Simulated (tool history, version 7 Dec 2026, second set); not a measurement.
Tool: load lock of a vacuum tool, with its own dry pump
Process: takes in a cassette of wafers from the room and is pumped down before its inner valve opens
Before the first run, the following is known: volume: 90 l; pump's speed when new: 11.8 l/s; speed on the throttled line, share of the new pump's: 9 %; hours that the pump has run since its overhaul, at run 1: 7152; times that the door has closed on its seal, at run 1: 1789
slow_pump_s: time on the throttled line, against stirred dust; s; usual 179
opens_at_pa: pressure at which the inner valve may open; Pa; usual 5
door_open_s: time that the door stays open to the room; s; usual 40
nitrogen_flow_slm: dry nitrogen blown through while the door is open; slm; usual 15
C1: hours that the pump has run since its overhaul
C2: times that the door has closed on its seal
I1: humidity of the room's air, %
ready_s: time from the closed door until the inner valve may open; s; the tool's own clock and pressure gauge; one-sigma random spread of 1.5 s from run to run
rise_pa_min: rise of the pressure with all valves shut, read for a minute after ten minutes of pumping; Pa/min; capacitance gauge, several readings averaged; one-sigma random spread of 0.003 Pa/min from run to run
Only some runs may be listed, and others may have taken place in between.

Run 1, hour 0: usual settings; C1 7152; C2 1789; I1 43.4. Result: ready_s 248.5 s, rise_pa_min 0.037 Pa/min.
Run 2, hour 318.2: usual settings; C1 7471; C2 2317; I1 46.5. Result: ready_s 248.7 s, rise_pa_min 0.044 Pa/min.
Run 3, hour 658.3: usual settings; C1 7811; C2 2881; I1 45.4. Result: ready_s 249.8 s, rise_pa_min 0.045 Pa/min.
Run 4, hour 947.7: usual settings; C1 8100; C2 3361; I1 45.9. Result: ready_s 250 s, rise_pa_min 0.048 Pa/min.
Run 5, hour 1138.2: usual settings; C1 8291; C2 3676; I1 45.2. Result: ready_s 249.2 s, rise_pa_min 0.05 Pa/min.
Run 6, hour 1434: usual settings but nitrogen_flow_slm 7 slm; C1 8586; C2 4167; I1 45. Result: ready_s 250.6 s, rise_pa_min 0.059 Pa/min.
Run 7, hour 1738.3: usual settings but nitrogen_flow_slm 7 slm; C1 8891; C2 4671; I1 43.8. Result: ready_s 252.1 s, rise_pa_min 0.061 Pa/min.
Run 8, hour 1950.8: usual settings but nitrogen_flow_slm 7 slm; C1 9103; C2 5024; I1 44.1. Result: ready_s 248.9 s, rise_pa_min 0.066 Pa/min.
Run 9, hour 2143: usual settings but nitrogen_flow_slm 17 slm; C1 9295; C2 5343; I1 47.4. Result: ready_s 252.6 s, rise_pa_min 0.059 Pa/min.
Run 10, hour 2438.7: usual settings; C1 9591; C2 5833; I1 41.9. Result: ready_s 249.3 s, rise_pa_min 0.066 Pa/min.
Run 11, hour 2597.7: usual settings; C1 9750; C2 6096; I1 45. Result: ready_s 254.3 s, rise_pa_min 0.069 Pa/min.
Run 12, hour 2867.4: usual settings but opens_at_pa 6 Pa; C1 10020; C2 6544; I1 45.4. Result: ready_s 251.7 s, rise_pa_min 0.076 Pa/min.
Run 13, hour 3115.6: usual settings but opens_at_pa 6 Pa; C1 10268; C2 6955; I1 45.9. Result: ready_s 248.2 s, rise_pa_min 0.074 Pa/min.
Run 14, hour 3330.1: usual settings but opens_at_pa 6 Pa; C1 10482; C2 7311; I1 46.6. Result: ready_s 250 s, rise_pa_min 0.075 Pa/min.
Run 15, hour 3640.9: usual settings but opens_at_pa 6 Pa; C1 10793; C2 7826; I1 45. Result: ready_s 249.4 s, rise_pa_min 0.08 Pa/min.
Run 16, hour 3920.2: usual settings but opens_at_pa 6 Pa; C1 11073; C2 8290; I1 43.7. Result: ready_s 251.4 s, rise_pa_min 0.083 Pa/min.
Run 17, hour 4089.7: usual settings but opens_at_pa 6 Pa; C1 11242; C2 8571; I1 48.6. Result: ready_s 248.9 s, rise_pa_min 0.084 Pa/min.
Run 18, hour 4365.2: usual settings but slow_pump_s 173 s; C1 11518; C2 9027; I1 46.5. Result: ready_s 249 s, rise_pa_min 0.095 Pa/min.
Run 19, hour 4610.9: usual settings but slow_pump_s 173 s; C1 11763; C2 9435; I1 47.9. Result: ready_s 249.5 s, rise_pa_min 0.087 Pa/min.
Run 20, hour 4804.6: usual settings but door_open_s 158 s; C1 11957; C2 9756; I1 43.5. Result: ready_s 253.7 s, rise_pa_min 0.112 Pa/min.
Run 21, hour 5010.7: usual settings but door_open_s 158 s; C1 12163; C2 10098; I1 44.7. Result: ready_s 256.8 s, rise_pa_min 0.112 Pa/min.
Run 22, hour 5164.8: usual settings but nitrogen_flow_slm 42 slm; C1 12317; C2 10353; I1 41.4. Result: ready_s 255.6 s, rise_pa_min 0.074 Pa/min.
Run 23, hour 5369.5: usual settings but slow_pump_s 125 s, opens_at_pa 6 Pa, nitrogen_flow_slm 42 slm; C1 12522; C2 10693; I1 44.3. Result: ready_s 206.3 s, rise_pa_min 0.083 Pa/min.
Run 24, hour 5650.3: usual settings but slow_pump_s 297 s, door_open_s 210 s, nitrogen_flow_slm 23 slm; C1 12803; C2 11158; I1 45.1. Result: ready_s 357.3 s, rise_pa_min 0.12 Pa/min.
Run 25, hour 6023.6: usual settings but slow_pump_s 92 s, opens_at_pa 6 Pa, nitrogen_flow_slm 26 slm; C1 13176; C2 11777; I1 47.3. Result: ready_s 179.4 s, rise_pa_min 0.105 Pa/min.
Run 26, hour 6208: usual settings but slow_pump_s 148 s, opens_at_pa 4 Pa, door_open_s 90 s; C1 13360; C2 12083; I1 44.7. Result: ready_s 232.8 s, rise_pa_min 0.128 Pa/min.
At hour 6410.3: dry pump taken out, an overhauled one fitted.
Run 27, hour 6571.9: usual settings but slow_pump_s 237 s, opens_at_pa 4 Pa, door_open_s 141 s; C1 162; C2 12677; I1 43.3. Result: ready_s 294.3 s, rise_pa_min 0.131 Pa/min.
Run 28, hour 6734: usual settings but slow_pump_s 120 s, opens_at_pa 9 Pa, door_open_s 141 s; C1 324; C2 12945; I1 42.3. Result: ready_s 180.2 s, rise_pa_min 0.133 Pa/min.
Run 29, hour 7004.3: usual settings but slow_pump_s 120 s, opens_at_pa 9 Pa, door_open_s 141 s; C1 594; C2 13393; I1 43.5. Result: ready_s 180.3 s, rise_pa_min 0.144 Pa/min.
Run 30, hour 7215.5: usual settings but opens_at_pa 8 Pa, nitrogen_flow_slm 39 slm; C1 805; C2 13744; I1 43.5. Result: ready_s 236.9 s, rise_pa_min 0.116 Pa/min.
Run 31, hour 7495.3: usual settings but opens_at_pa 7 Pa; C1 1085; C2 14208; I1 45.5. Result: ready_s 236.6 s, rise_pa_min 0.13 Pa/min.
Run 32, hour 7712.3: usual settings but nitrogen_flow_slm 19 slm; C1 1302; C2 14568; I1 46. Result: ready_s 240.7 s, rise_pa_min 0.137 Pa/min.
Run 33, hour 7889.6: usual settings but nitrogen_flow_slm 19 slm; C1 1479; C2 14861; I1 46.7. Result: ready_s 240.1 s, rise_pa_min 0.145 Pa/min.
Run 34, hour 8048.5: usual settings but slow_pump_s 309 s, door_open_s 31 s; C1 1638; C2 15125; I1 44.6. Result: ready_s 357.9 s, rise_pa_min 0.143 Pa/min.
Run 35, hour 8231: usual settings but slow_pump_s 309 s, door_open_s 31 s; C1 1821; C2 15428; I1 47.4. Result: ready_s 358 s, rise_pa_min 0.146 Pa/min.
Run 36, hour 8563.1: usual settings but slow_pump_s 309 s, door_open_s 31 s; C1 2153; C2 15978; I1 44.5. Result: ready_s 358.1 s, rise_pa_min 0.156 Pa/min.
Run 37, hour 8725.2: usual settings but slow_pump_s 309 s, door_open_s 31 s; C1 2315; C2 16247; I1 39. Result: ready_s 357.8 s, rise_pa_min 0.152 Pa/min.
Run 38, hour 8950.9: usual settings but slow_pump_s 309 s, opens_at_pa 6 Pa, door_open_s 26 s, nitrogen_flow_slm 11 slm; C1 2541; C2 16621; I1 46.8. Result: ready_s 357.9 s, rise_pa_min 0.159 Pa/min.

Results per run with the tool's hidden condition removed, run-to-run variation unchanged:
What the log doesn't record here: pump's speed, % of a new pump's; leak at the door's seal, Pa l/s; drift of the gauge itself on ready_s, %; drift of the gauge itself on rise_pa_min, %.
run  ready_s  rise_pa_min
  1      240         0.03
  2    239.6        0.035
  3    240.2        0.033
  4      240        0.033
  5    238.9        0.034
  6    239.9        0.041
  7    240.9         0.04
  8    237.6        0.043
  9    240.8        0.033
 10    237.3        0.037
 11    241.8        0.038
 12    239.4        0.042
 13    235.6        0.038
 14    237.1        0.036
 15    235.9        0.039
 16    237.4        0.038
 17    234.7        0.037
 18    233.7        0.043
 19    233.8        0.033
 20    237.8        0.055
 21    240.5        0.052
 22    239.1        0.011
 23    188.5        0.018
 24    343.1        0.052
 25    159.4         0.03
 26    212.8        0.051
 27      294        0.049
 28    179.8        0.046
 29    179.5        0.052
 30    236.1        0.023
 31    235.4        0.032
 32      239        0.036
 33    238.2        0.038
 34    356.5        0.034
 35    356.4        0.034
 36    356.1        0.036
 37    355.8         0.03
 38    355.5        0.032
